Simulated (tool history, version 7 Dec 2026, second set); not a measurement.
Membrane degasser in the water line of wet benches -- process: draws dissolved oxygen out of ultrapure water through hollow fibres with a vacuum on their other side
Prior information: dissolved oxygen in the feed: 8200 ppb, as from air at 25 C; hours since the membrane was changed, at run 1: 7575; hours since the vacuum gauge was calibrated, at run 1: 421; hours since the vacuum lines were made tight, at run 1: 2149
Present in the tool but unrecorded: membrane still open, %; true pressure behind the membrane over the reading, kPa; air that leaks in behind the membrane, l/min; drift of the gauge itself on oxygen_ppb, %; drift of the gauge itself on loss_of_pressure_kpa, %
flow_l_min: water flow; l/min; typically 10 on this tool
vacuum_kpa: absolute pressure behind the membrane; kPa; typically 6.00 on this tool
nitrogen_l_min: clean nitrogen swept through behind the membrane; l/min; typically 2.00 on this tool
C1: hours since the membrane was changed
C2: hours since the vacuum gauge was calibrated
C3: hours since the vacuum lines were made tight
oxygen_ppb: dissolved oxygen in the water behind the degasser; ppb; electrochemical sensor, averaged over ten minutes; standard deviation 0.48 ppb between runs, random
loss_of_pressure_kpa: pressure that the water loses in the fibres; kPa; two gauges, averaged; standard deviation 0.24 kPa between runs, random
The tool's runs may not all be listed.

Run 1, hour 0.0: usual settings; C1 7575; C2 421; C3 2149. Result: oxygen_ppb 39.5 ppb, loss_of_pressure_kpa 66.78 kPa.
Run 2, hour 156.7: usual settings; C1 7732; C2 578; C3 2305. Result: oxygen_ppb 40.7 ppb, loss_of_pressure_kpa 67.24 kPa.
Run 3, hour 362.1: usual settings but vacuum_kpa 6.16 kPa; C1 7937; C2 783; C3 2511. Result: oxygen_ppb 42.4 ppb, loss_of_pressure_kpa 67.16 kPa.
Run 4, hour 567.2: usual settings but nitrogen_l_min 1.65 l/min; C1 8142; C2 988; C3 2716. Result: oxygen_ppb 49.1 ppb, loss_of_pressure_kpa 66.89 kPa.
Run 5, hour 741.5: usual settings but flow_l_min 12 l/min; C1 8317; C2 1163; C3 2890. Result: oxygen_ppb 56.9 ppb, loss_of_pressure_kpa 80.69 kPa.
Run 6, hour 900.3: usual settings but flow_l_min 12 l/min; C1 8475; C2 1322; C3 3049. Result: oxygen_ppb 56.8 ppb, loss_of_pressure_kpa 80.26 kPa.
Run 7, hour 1060.3: usual settings; C1 8635; C2 1482; C3 3209. Result: oxygen_ppb 41.1 ppb, loss_of_pressure_kpa 67.49 kPa.
Run 8, hour 1214.8: usual settings; C1 8790; C2 1636; C3 3364. Result: oxygen_ppb 41.2 ppb, loss_of_pressure_kpa 67.50 kPa.
Run 9, hour 1385.9: usual settings but flow_l_min 9 l/min, vacuum_kpa 5.15 kPa; C1 8961; C2 1807; C3 3535. Result: oxygen_ppb 26.8 ppb, loss_of_pressure_kpa 60.63 kPa.
Run 10, hour 1608.1: usual settings but vacuum_kpa 6.29 kPa; C1 9183; C2 2029; C3 3757. Result: oxygen_ppb 45.1 ppb, loss_of_pressure_kpa 67.64 kPa.
Run 11, hour 1798.3: usual settings but vacuum_kpa 9.52 kPa, nitrogen_l_min 4.47 l/min; C1 9373; C2 2219; C3 3947. Result: oxygen_ppb 41.8 ppb, loss_of_pressure_kpa 67.20 kPa.
At hour 1902.9: seals of the vacuum lines changed.
Run 12, hour 1939.2: usual settings but flow_l_min 11 l/min, vacuum_kpa 12.51 kPa, nitrogen_l_min 0.94 l/min; C1 9512; C2 2358; C3 36. Result: oxygen_ppb 263.8 ppb, loss_of_pressure_kpa 74.27 kPa.
Run 13, hour 2120.5: usual settings but flow_l_min 6 l/min, vacuum_kpa 5.66 kPa, nitrogen_l_min 2.07 l/min; C1 9694; C2 2540; C3 218. Result: oxygen_ppb 20.0 ppb, loss_of_pressure_kpa 40.47 kPa.
Run 14, hour 2326.7: usual settings but flow_l_min 11 l/min, vacuum_kpa 6.71 kPa, nitrogen_l_min 1.73 l/min; C1 9900; C2 2746; C3 424. Result: oxygen_ppb 68.7 ppb, loss_of_pressure_kpa 74.71 kPa.
Run 15, hour 2575.8: usual settings but flow_l_min 12 l/min, nitrogen_l_min 1.77 l/min; C1 10149; C2 2995; C3 673. Result: oxygen_ppb 66.0 ppb, loss_of_pressure_kpa 81.70 kPa.

4 ways to go on from here, each from the tool as it stands after run 15. What would each give?
Run A, hour 2827.6: usual settings but vacuum_kpa 3.98 kPa; C1 10401; C2 3247; C3 925. Result: oxygen_ppb ?, loss_of_pressure_kpa ?.
Run B, hour 2827.6: usual settings but nitrogen_l_min 1.37 l/min; C1 10401; C2 3247; C3 925. Result: oxygen_ppb ?, loss_of_pressure_kpa ?.
Run C, hour 2827.6: usual settings but flow_l_min 12 l/min, vacuum_kpa 10.27 kPa, nitrogen_l_min 2.83 l/min; C1 10401; C2 3247; C3 925. Result: oxygen_ppb ?, loss_of_pressure_kpa ?.
Run D, hour 2827.6: usual settings but flow_l_min 11 l/min, vacuum_kpa 10.31 kPa; C1 10401; C2 3247; C3 925. Result: oxygen_ppb ?, loss_of_pressure_kpa ?.

run  oxygen_ppb  loss_of_pressure_kpa
  A        18.4                 67.56
  B        61.2                 67.62
  C        91.5                 81.68
  D       107.7                 74.97
With no hidden state in the tool, these same runs would have given:
run  oxygen_ppb  loss_of_pressure_kpa
  A        12.9                 64.05
  B        53.7                 64.12
  C        83.6                 77.44
  D       100.3                 71.08

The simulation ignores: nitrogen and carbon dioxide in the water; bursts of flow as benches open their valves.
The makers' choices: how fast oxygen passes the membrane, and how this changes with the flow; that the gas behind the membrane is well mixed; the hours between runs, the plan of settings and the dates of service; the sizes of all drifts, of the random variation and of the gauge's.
